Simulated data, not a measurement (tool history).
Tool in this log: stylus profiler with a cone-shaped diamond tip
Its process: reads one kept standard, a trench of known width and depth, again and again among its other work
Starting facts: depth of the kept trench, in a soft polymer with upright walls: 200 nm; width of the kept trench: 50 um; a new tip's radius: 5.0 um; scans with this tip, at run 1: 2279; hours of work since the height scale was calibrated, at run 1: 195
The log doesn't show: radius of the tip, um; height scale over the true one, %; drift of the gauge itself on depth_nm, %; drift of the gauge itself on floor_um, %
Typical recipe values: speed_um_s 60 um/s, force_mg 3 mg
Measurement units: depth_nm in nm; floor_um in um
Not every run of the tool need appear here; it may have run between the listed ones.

run   hour  speed_um_s  force_mg  scans with this tip  hours of work since the height scale was calibrated  depth_nm  floor_um
  1      0          60         3                 2279                                                  195    203.27     47.12
  2   14.6          60         3                 2370                                                  202    203.36     47.12
  3   20.7          60         3                 2409                                                  206    203.26     47.05
  4   32.1          60         3                 2480                                                  212    203.22      47.1
  5   44.5          60         3                 2558                                                  218    203.22     47.07
  6   53.7          60      1.12                 2616                                                  223    201.74     47.01
  7   66.3          60      1.12                 2694                                                  230    201.79     47.05
  8   77.1          60         3                 2762                                                  236    203.29     47.11
  9     86          60         3                 2818                                                  240     203.1     47.13
 10   97.1          60         3                 2887                                                  246    203.26     47.06
 11  108.2          60         3                 2957                                                  252    203.26     47.14
 12  115.1          60         3                 3000                                                  256    203.14     47.08
 13  123.4          60         3                 3052                                                  260    203.11     47.06
 14  131.7         211      1.19                 3104                                                  265    201.81     46.69

Predict the results of run 15:
 15  141.8          39      4.11                 3167                                                  270         ?         ?

{"run 15": {"depth_nm": 204.06, "floor_um": 47.18}}
Had the tool carried no hidden state, the very same run would have given depth_nm 204.06 nm, floor_um 47.19 um.
